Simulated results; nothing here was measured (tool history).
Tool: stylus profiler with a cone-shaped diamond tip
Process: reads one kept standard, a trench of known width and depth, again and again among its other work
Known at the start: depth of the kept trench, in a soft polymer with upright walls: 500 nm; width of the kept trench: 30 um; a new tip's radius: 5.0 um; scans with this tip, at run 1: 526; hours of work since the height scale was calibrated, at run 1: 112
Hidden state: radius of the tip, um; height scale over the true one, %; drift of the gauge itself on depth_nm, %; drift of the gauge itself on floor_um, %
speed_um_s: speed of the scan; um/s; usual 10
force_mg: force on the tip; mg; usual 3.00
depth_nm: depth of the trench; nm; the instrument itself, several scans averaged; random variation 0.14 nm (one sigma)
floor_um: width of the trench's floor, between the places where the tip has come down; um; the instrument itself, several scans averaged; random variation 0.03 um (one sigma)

run	day	speed_um_s	force_mg	scans with this tip	hours of work since the height scale was calibrated	depth_nm	floor_um
1	0.000	10	3.00	526	112	509.25	25.59
2	0.717	5	3.00	562	119	508.76	25.62
3	1.417	5	3.00	598	127	509.10	25.66
4	1.829	10	3.00	619	131	508.98	25.55
5	2.500	10	3.00	654	139	509.07	25.56
6	2.996	10	3.00	679	144	508.95	25.61
7	3.950	2	3.00	728	154	508.84	25.64
8	4.542	29	3.00	758	161	508.90	25.49
9	5.133	29	3.00	788	167	508.93	25.53
# day 5.196: height scale calibrated on a step standard
10	5.729	3	3.00	817	6	508.81	25.60
11	6.408	3	3.00	852	13	508.70	25.61
12	6.796	10	6.13	872	17	514.81	25.61
13	7.750	10	6.13	921	28	514.85	25.56
14	8.188	7	4.58	943	32	512.08	25.59
15	8.662	7	4.58	967	38	511.91	25.60
16	9.433	10	2.63	1007	46	507.82	25.53
# day 10.117: height scale calibrated on a step standard, once more
17	10.250	10	2.63	1047	1	508.72	25.56
18	11.121	10	2.63	1092	11	508.84	25.53
19	11.946	14	1.17	1134	20	505.02	25.49
20	12.633	3	1.35	1169	27	505.53	25.52
21	13.525	3	1.35	1214	37	505.48	25.49
22	14.417	3	1.35	1260	47	505.45	25.55
23	15.379	3	1.35	1309	57	505.64	25.50
24	16.054	3	1.35	1344	64	505.66	25.45
25	16.579	3	1.35	1371	70	505.72	25.55
26	17.512	2	1.13	1418	80	505.04	25.49

How the hidden state differs across the entries between the runs, from the last listed run before each to the first after it:
Between runs 9 and 10: height scale calibrated on a step standard (day 5.196)
  radius of the tip, um: 5.04 -> 5.05; height scale over the true one, %: -0.114 -> -0.133
  measured less the result without the state, depth_nm: -0.58 -> -0.67 nm; floor_um: -0.02 -> -0.02 um
Between runs 16 and 17: height scale calibrated on a step standard, once more (day 10.117)
  radius of the tip, um: 5.1 -> 5.12; height scale over the true one, %: -0.15 -> 0.02
  measured less the result without the state, depth_nm: -0.76 -> +0.10 nm; floor_um: -0.05 -> -0.05 um
